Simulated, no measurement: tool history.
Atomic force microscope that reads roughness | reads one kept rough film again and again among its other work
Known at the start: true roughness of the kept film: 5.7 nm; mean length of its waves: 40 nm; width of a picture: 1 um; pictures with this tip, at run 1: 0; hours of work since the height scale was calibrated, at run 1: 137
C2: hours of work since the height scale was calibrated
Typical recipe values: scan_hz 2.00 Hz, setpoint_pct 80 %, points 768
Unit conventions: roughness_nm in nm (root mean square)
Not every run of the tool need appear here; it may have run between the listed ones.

Run 1, hour 0.0: usual settings; pictures with this tip 0; C2 137. Result: roughness_nm 4.267 nm (root mean square).
Run 2, hour 27.0: usual settings; pictures with this tip 45; C2 156. Result: roughness_nm 4.066 nm (root mean square).
Run 3, hour 57.0: usual settings; pictures with this tip 94; C2 177. Result: roughness_nm 3.844 nm (root mean square).
At hour 68.9: new tip fitted.
Run 4, hour 115.8: usual settings; pictures with this tip 77; C2 218. Result: roughness_nm 3.946 nm (root mean square).
At hour 134.7: new tip fitted.
Run 5, hour 147.2: usual settings; pictures with this tip 21; C2 240. Result: roughness_nm 4.196 nm (root mean square).
At hour 200.1: new tip fitted.
Run 6, hour 207.0: usual settings; pictures with this tip 11; C2 281. Result: roughness_nm 4.270 nm (root mean square).
Run 7, hour 264.3: usual settings; pictures with this tip 105; C2 322. Result: roughness_nm 3.856 nm (root mean square).
At hour 270.0: new tip fitted.
Run 8, hour 305.5: usual settings; pictures with this tip 58; C2 351. Result: roughness_nm 4.042 nm (root mean square).
At hour 338.5: new tip fitted.
Run 9, hour 355.6: usual settings; pictures with this tip 28; C2 386. Result: roughness_nm 4.199 nm (root mean square).
Run 10, hour 391.2: usual settings; pictures with this tip 87; C2 411. Result: roughness_nm 3.920 nm (root mean square).
At hour 405.8: new tip fitted.
Run 11, hour 416.0: usual settings but setpoint_pct 79 %; pictures with this tip 16; C2 428. Result: roughness_nm 4.263 nm (root mean square).
Run 12, hour 452.7: usual settings but setpoint_pct 79 %; pictures with this tip 77; C2 454. Result: roughness_nm 3.958 nm (root mean square).
At hour 472.1: new tip fitted.
Run 13, hour 505.4: usual settings but setpoint_pct 65 %; pictures with this tip 54; C2 491. Result: roughness_nm 4.564 nm (root mean square).
At hour 537.9: new tip fitted.
Run 14, hour 560.7: usual settings but setpoint_pct 65 %; pictures with this tip 37; C2 529. Result: roughness_nm 4.628 nm (root mean square).
At hour 605.9: new tip fitted.
Run 15, hour 611.9: usual settings but setpoint_pct 90 %; pictures with this tip 10; C2 565. Result: roughness_nm 3.852 nm (root mean square).
Run 16, hour 645.5: usual settings but setpoint_pct 90 %; pictures with this tip 65; C2 589. Result: roughness_nm 3.606 nm (root mean square).
At hour 672.9: new tip fitted.
Run 17, hour 697.4: usual settings but setpoint_pct 90 %; pictures with this tip 41; C2 625. Result: roughness_nm 3.699 nm (root mean square).
Run 18, hour 727.6: usual settings but points 831; pictures with this tip 90; C2 646. Result: roughness_nm 3.936 nm (root mean square).
At hour 742.7: new tip fitted.
Run 19, hour 761.5: usual settings; pictures with this tip 31; C2 670. Result: roughness_nm 4.167 nm (root mean square).
At hour 809.4: new tip fitted.
Run 20, hour 810.0: usual settings; pictures with this tip 1; C2 704. Result: roughness_nm 4.295 nm (root mean square).
Run 21, hour 852.9: usual settings; pictures with this tip 72; C2 734. Result: roughness_nm 3.953 nm (root mean square).
At hour 879.7: new tip fitted.
Run 22, hour 904.6: usual settings; pictures with this tip 41; C2 770. Result: roughness_nm 4.130 nm (root mean square).
Run 23, hour 934.4: usual settings but points 625; pictures with this tip 89; C2 791. Result: roughness_nm 3.901 nm (root mean square).
At hour 949.8: new tip fitted.
Run 24, hour 968.9: usual settings but points 625; pictures with this tip 31; C2 815. Result: roughness_nm 4.182 nm (root mean square).
Run 25, hour 996.3: usual settings but points 625; pictures with this tip 76; C2 834. Result: roughness_nm 3.981 nm (root mean square).
At hour 1017.3: new tip fitted.
Run 26, hour 1043.1: usual settings but points 625; pictures with this tip 42; C2 867. Result: roughness_nm 4.097 nm (root mean square).
At hour 1087.0: new tip fitted.
Run 27, hour 1089.4: usual settings but setpoint_pct 81 %, points 483; pictures with this tip 4; C2 899. Result: roughness_nm 4.233 nm (root mean square).
At hour 1095.3: height scale calibrated on a step standard.
Run 28, hour 1149.5: usual settings but setpoint_pct 81 %, points 483; pictures with this tip 101; C2 38. Result: roughness_nm 3.849 nm (root mean square).
At hour 1155.5: new tip fitted.
Run 29, hour 1178.2: usual settings but setpoint_pct 89 %; pictures with this tip 37; C2 58. Result: roughness_nm 3.772 nm (root mean square).
Run 30, hour 1206.7: usual settings but setpoint_pct 89 %; pictures with this tip 84; C2 78. Result: roughness_nm 3.570 nm (root mean square).
At hour 1223.8: new tip fitted.
Run 31, hour 1258.8: usual settings but scan_hz 3.15 Hz, setpoint_pct 59 %, points 714; pictures with this tip 58; C2 115. Result: roughness_nm 4.460 nm (root mean square).

Run 32 comes next. What will it give?
At hour 1289.6: new tip fitted.
At hour 1294.3: height scale calibrated on a step standard, once more.
Run 32, hour 1311.3: usual settings but scan_hz 3.15 Hz, setpoint_pct 59 %, points 714; pictures with this tip 34; C2 12. Result: roughness_nm ?.

{"run 32": {"roughness_nm": 4.57}}
With no hidden state in the tool, this same run would have given roughness_nm 4.796 nm (root mean square).
